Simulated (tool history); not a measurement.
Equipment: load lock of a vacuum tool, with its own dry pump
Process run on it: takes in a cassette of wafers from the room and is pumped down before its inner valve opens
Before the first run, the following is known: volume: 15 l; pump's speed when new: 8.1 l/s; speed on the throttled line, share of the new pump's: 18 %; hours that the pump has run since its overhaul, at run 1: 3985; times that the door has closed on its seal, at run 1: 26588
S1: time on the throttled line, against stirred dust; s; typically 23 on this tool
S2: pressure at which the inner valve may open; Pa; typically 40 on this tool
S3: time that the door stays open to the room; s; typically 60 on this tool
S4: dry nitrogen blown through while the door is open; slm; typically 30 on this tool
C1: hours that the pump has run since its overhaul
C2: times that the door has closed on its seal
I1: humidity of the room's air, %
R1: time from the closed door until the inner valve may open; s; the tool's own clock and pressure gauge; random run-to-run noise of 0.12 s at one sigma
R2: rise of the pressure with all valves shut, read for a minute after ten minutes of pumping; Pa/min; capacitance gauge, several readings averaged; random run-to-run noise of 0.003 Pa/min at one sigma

{"run": 1, "hour": 0.0, "S1": 23, "S2": 40, "S3": 60, "S4": 30, "C1": 3985, "C2": 26588, "I1": 44.2, "R1": 33.8, "R2": 0.694}
{"run": 2, "hour": 380.4, "S1": 23, "S2": 40, "S3": 60, "S4": 30, "C1": 4365, "C2": 27949, "I1": 48.1, "R1": 34.3, "R2": 0.756}
{"hour": 606.5, "done": "door's seal changed, seat wiped"}
{"run": 3, "hour": 700.0, "S1": 23, "S2": 40, "S3": 224, "S4": 30, "C1": 4683, "C2": 334, "I1": 43.8, "R1": 34, "R2": 0.079}
{"run": 4, "hour": 1223.7, "S1": 23, "S2": 40, "S3": 60, "S4": 30, "C1": 5207, "C2": 2208, "I1": 45.1, "R1": 34.4, "R2": 0.068}
{"run": 5, "hour": 1650.1, "S1": 25, "S2": 40, "S3": 60, "S4": 30, "C1": 5633, "C2": 3733, "I1": 45.3, "R1": 35.9, "R2": 0.088}
{"run": 6, "hour": 2008.1, "S1": 23, "S2": 40, "S3": 60, "S4": 35, "C1": 5991, "C2": 5014, "I1": 44, "R1": 34.1, "R2": 0.103}
{"run": 7, "hour": 2401.4, "S1": 23, "S2": 68, "S3": 60, "S4": 30, "C1": 6384, "C2": 6421, "I1": 45.6, "R1": 33.4, "R2": 0.114}
{"run": 8, "hour": 2906.0, "S1": 23, "S2": 42, "S3": 60, "S4": 30, "C1": 6889, "C2": 8226, "I1": 45.5, "R1": 34.5, "R2": 0.152}
{"run": 9, "hour": 3346.8, "S1": 23, "S2": 42, "S3": 60, "S4": 30, "C1": 7330, "C2": 9803, "I1": 43.4, "R1": 34.5, "R2": 0.175}
{"run": 10, "hour": 3859.9, "S1": 23, "S2": 48, "S3": 237, "S4": 30, "C1": 7843, "C2": 11638, "I1": 45.4, "R1": 34.4, "R2": 0.229}
{"run": 11, "hour": 4128.7, "S1": 29, "S2": 38, "S3": 60, "S4": 30, "C1": 8112, "C2": 12600, "I1": 45.8, "R1": 39.6, "R2": 0.225}
{"run": 12, "hour": 4600.7, "S1": 29, "S2": 38, "S3": 60, "S4": 30, "C1": 8584, "C2": 14288, "I1": 46.1, "R1": 39.9, "R2": 0.256}
{"run": 13, "hour": 5160.9, "S1": 29, "S2": 38, "S3": 60, "S4": 30, "C1": 9144, "C2": 16293, "I1": 47.5, "R1": 39.5, "R2": 0.302}
{"run": 14, "hour": 5455.2, "S1": 20, "S2": 40, "S3": 60, "S4": 30, "C1": 9438, "C2": 17345, "I1": 45.3, "R1": 32.4, "R2": 0.328}
{"run": 15, "hour": 5979.3, "S1": 20, "S2": 40, "S3": 60, "S4": 30, "C1": 9962, "C2": 19220, "I1": 44.4, "R1": 32.7, "R2": 0.367}
{"run": 16, "hour": 6481.4, "S1": 31, "S2": 63, "S3": 124, "S4": 7, "C1": 10464, "C2": 21017, "I1": 48.8, "R1": 40.4, "R2": 0.467}
{"run": 17, "hour": 6787.7, "S1": 12, "S2": 47, "S3": 44, "S4": 5, "C1": 10771, "C2": 22112, "I1": 43.2, "R1": 26.2, "R2": 0.466}

Predict each of these 4 candidate next runs independently; none follows another, all start after run 17:
{"run": "A", "hour": 7088.5, "S1": 12, "S2": 47, "S3": 44, "S4": 6, "C1": 11072, "C2": 23189, "I1": 47.3, "R1": "?", "R2": "?"}
{"run": "B", "hour": 7088.5, "S1": 23, "S2": 52, "S3": 60, "S4": 30, "C1": 11072, "C2": 23189, "I1": 41.7, "R1": "?", "R2": "?"}
{"run": "C", "hour": 7088.5, "S1": 14, "S2": 47, "S3": 44, "S4": 14, "C1": 11072, "C2": 23189, "I1": 40.7, "R1": "?", "R2": "?"}
{"run": "D", "hour": 7088.5, "S1": 23, "S2": 44, "S3": 60, "S4": 30, "C1": 11072, "C2": 23189, "I1": 45.2, "R1": "?", "R2": "?"}

run=A R1=26 R2=0.502
run=B R1=34.7 R2=0.489
run=C R1=27.9 R2=0.493
run=D R1=35 R2=0.492
Had the tool no hidden state, the same runs would have come out as:
run=A R1=24 R2=0.066
run=B R1=33 R2=0.047
run=C R1=25.9 R2=0.05
run=D R1=33.3 R2=0.054

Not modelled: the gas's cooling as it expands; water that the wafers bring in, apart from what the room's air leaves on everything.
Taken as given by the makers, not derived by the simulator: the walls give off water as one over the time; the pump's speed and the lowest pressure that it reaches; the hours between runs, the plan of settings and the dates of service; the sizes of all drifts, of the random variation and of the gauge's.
